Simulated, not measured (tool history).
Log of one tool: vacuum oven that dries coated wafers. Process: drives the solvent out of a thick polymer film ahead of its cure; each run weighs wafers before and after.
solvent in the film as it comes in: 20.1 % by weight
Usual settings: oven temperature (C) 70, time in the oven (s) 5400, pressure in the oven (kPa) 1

run     day  oven temperature (C)  time in the oven (s)  pressure in the oven (kPa)  solvent left in the film (%)
  1       0                    70                  5400                           1                          1.12
  2   0.633                    70                  5400                           1                         1.114
  3   1.112                    70                  5400                           1                         1.112
  4   1.521                    70                  5400                           1                         1.117
  5     2.2                    61                  5400                           1                         4.023
  6   2.783                    70                  5880                           1                         0.946
  7   3.083                    70                  5400                        0.87                         1.072
  8   3.425                    70                  5400                        0.87                         1.065
  9   3.796                    70                  5400                           1                          1.11
 10   4.167                    70                  5400                           1                         1.108
 11   4.508                    57                  5400                           1                         5.995
 12   4.917                    57                  5400                           1                         5.963
 13   5.533                    70                  5400                           1                           1.1
 14   6.179                    70                  3780                           1                         2.181
 15   6.671                    70                  3780                           1                          2.16
 16   7.346                    57                  5400                           1                         5.954
 17   7.988                    57                  5400                           1                         5.934
 18   8.338                    60                  5400                           1                         4.444
 19   8.829                    70                  5400                           1                         1.082
 20   9.175                    70                  5400                           1                         1.096
 21   9.888                    70                  5400                           1                         1.085
 22  10.388                    61                  5400                           1                          3.99
 23  10.854                    68                  5400                           1                         1.506
 24  11.412                    59                  4740                        3.72                         6.859
 25  11.817                    70                  7620                         0.6                         0.465
 26  12.246                    65                  5580                        1.63                         2.514
 27   12.95                    65                  5580                        1.63                         2.512
 28  13.446                    72                  5580                        1.25                          0.82
 29  13.842                    79                  8100                        0.74                         0.249
 30  14.192                    80                  5040                        1.19                         0.367
 31  14.896                    82                  3480                         1.1                         0.393
 32  15.346                    82                  3480                        0.88                         0.345
 33  15.779                    82                  3480                        0.88                          0.33
 34  16.325                    67                  3480                        2.42                         4.076
 35  17.004                    70                  5400                        3.17                         1.847

The next listed run, before its measurement:
 36  17.638                    68                  5880                        0.83                             ?

Run 36 gave solvent left in the film (%) 1.198.
Without the tool's hidden state the same run would have given solvent left in the film (%) 1.491.

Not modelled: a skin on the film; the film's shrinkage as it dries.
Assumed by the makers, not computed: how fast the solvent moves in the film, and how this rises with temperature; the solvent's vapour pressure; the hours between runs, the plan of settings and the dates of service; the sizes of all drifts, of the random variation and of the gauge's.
